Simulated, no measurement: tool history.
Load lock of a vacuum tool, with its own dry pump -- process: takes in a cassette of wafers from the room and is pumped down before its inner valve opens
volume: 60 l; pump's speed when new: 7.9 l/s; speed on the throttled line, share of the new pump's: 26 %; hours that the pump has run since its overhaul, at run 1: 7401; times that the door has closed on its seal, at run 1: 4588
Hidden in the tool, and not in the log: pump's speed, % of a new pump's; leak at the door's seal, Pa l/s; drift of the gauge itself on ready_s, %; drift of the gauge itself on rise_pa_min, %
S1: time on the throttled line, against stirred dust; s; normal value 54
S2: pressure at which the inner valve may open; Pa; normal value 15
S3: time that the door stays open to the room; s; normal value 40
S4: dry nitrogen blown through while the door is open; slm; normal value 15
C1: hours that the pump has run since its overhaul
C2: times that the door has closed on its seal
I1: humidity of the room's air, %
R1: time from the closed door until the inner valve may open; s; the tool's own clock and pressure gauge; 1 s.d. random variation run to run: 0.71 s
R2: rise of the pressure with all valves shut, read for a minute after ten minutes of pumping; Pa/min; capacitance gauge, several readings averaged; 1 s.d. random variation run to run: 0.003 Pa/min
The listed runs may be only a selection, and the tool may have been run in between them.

run,hour,S1,S2,S3,S4,C1,C2,I1,R1,R2
1,0,54,15,40,15,7401,4588,40.8,107.9,0.043
2,133.2,54,15,40,15,7534,4838,44.8,109.1,0.053
3,265.5,94,15,40,15,7666,5085,45.2,137.4,0.051
4,425.4,94,15,40,15,7826,5384,43.2,138.1,0.046
5,577.2,94,15,40,15,7978,5667,46.6,138.3,0.054
6,683.6,94,15,40,15,8085,5866,46,138,0.053
7,797.2,94,15,40,15,8198,6079,44.6,138.6,0.055
8,940.1,94,15,40,15,8341,6346,45,137.3,0.056
9,1097.1,94,15,40,15,8498,6640,44.7,138.4,0.058
10,1269.1,94,15,40,15,8670,6961,46.3,137.3,0.058
11,1360.3,94,15,137,15,8761,7132,46.4,138.9,0.075
12,1496,43,15,167,15,8897,7385,44.5,101.2,0.076
13,1612,59,19,48,15,9013,7602,45.7,111,0.066
14,1772.8,59,19,48,15,9174,7903,43.6,111.4,0.068
15,1906.6,31,12,131,6,9308,8153,43.4,94.2,0.098
16,2097.5,37,22,223,6,9498,8510,44.3,93.4,0.11

Predict each of these 3 candidate next runs independently; none follows another, all start after run 16:
A,2212.8,54,15,58,7,9614,8725,48.1,?,?
B,2212.8,54,11,27,15,9614,8725,46.6,?,?
C,2212.8,69,15,26,15,9614,8725,47.6,?,?

run,R1,R2
A,108.3,0.09
B,112.9,0.059
C,120.2,0.06
Stripped of hidden state, with their random variation kept, the same runs would have yielded:
run,R1,R2
A,106.6,0.061
B,111.2,0.029
C,118.7,0.032

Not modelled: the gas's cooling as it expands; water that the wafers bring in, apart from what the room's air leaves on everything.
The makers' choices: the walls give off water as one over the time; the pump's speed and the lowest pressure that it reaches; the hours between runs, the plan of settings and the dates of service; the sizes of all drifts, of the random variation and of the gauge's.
